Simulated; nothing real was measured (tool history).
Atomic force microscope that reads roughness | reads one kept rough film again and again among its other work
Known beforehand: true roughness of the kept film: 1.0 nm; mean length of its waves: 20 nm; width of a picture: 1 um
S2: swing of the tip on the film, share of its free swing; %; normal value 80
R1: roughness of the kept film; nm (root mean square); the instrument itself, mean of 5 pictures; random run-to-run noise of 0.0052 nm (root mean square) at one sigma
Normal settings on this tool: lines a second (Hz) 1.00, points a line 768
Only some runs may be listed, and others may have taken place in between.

run 1 hour=0.0 | lines_a_second_(Hz)=1.00 S2=80 points_a_line=768 | R1=0.741
run 2 hour=22.5 | lines_a_second_(Hz)=1.00 S2=80 points_a_line=768 | R1=0.731
run 3 hour=35.2 | lines_a_second_(Hz)=1.00 S2=78 points_a_line=768 | R1=0.721
run 4 hour=53.5 | lines_a_second_(Hz)=1.16 S2=78 points_a_line=768 | R1=0.694
-- hour=55.9 new tip fitted
run 5 hour=80.7 | lines_a_second_(Hz)=1.16 S2=78 points_a_line=768 | R1=0.806
run 6 hour=100.3 | lines_a_second_(Hz)=1.16 S2=78 points_a_line=768 | R1=0.785
run 7 hour=113.9 | lines_a_second_(Hz)=1.16 S2=78 points_a_line=768 | R1=0.764
run 8 hour=130.2 | lines_a_second_(Hz)=1.00 S2=80 points_a_line=768 | R1=0.745
run 9 hour=144.7 | lines_a_second_(Hz)=1.00 S2=80 points_a_line=768 | R1=0.743
run 10 hour=160.7 | lines_a_second_(Hz)=1.00 S2=80 points_a_line=768 | R1=0.720
run 11 hour=175.3 | lines_a_second_(Hz)=1.00 S2=80 points_a_line=768 | R1=0.709
-- hour=195.6 new tip fitted
run 12 hour=199.5 | lines_a_second_(Hz)=1.00 S2=80 points_a_line=768 | R1=0.818
run 13 hour=214.4 | lines_a_second_(Hz)=1.00 S2=80 points_a_line=768 | R1=0.803
run 14 hour=235.1 | lines_a_second_(Hz)=1.00 S2=80 points_a_line=768 | R1=0.789
run 15 hour=256.8 | lines_a_second_(Hz)=1.00 S2=80 points_a_line=768 | R1=0.759
run 16 hour=279.8 | lines_a_second_(Hz)=2.39 S2=80 points_a_line=768 | R1=0.669
run 17 hour=293.0 | lines_a_second_(Hz)=1.00 S2=80 points_a_line=768 | R1=0.725
run 18 hour=320.3 | lines_a_second_(Hz)=1.00 S2=80 points_a_line=768 | R1=0.706
-- hour=335.5 new tip fitted
run 19 hour=339.0 | lines_a_second_(Hz)=1.00 S2=80 points_a_line=768 | R1=0.832
run 20 hour=354.4 | lines_a_second_(Hz)=0.54 S2=88 points_a_line=713 | R1=0.824
run 21 hour=376.4 | lines_a_second_(Hz)=0.85 S2=88 points_a_line=261 | R1=0.743
run 22 hour=402.4 | lines_a_second_(Hz)=0.74 S2=57 points_a_line=308 | R1=0.794
run 23 hour=429.5 | lines_a_second_(Hz)=3.77 S2=62 points_a_line=749 | R1=0.709
run 24 hour=450.6 | lines_a_second_(Hz)=0.79 S2=72 points_a_line=387 | R1=0.721
run 25 hour=466.8 | lines_a_second_(Hz)=2.32 S2=58 points_a_line=751 | R1=0.706

What does the tool deliver on the next run?
-- hour=475.7 new tip fitted
run 26 hour=482.9 | lines_a_second_(Hz)=2.30 S2=84 points_a_line=338 | R1=?

Logged for run 26: R1 0.713 nm (root mean square).
The same run, on a tool lacking any hidden state, would have yielded R1 0.718 nm (root mean square).
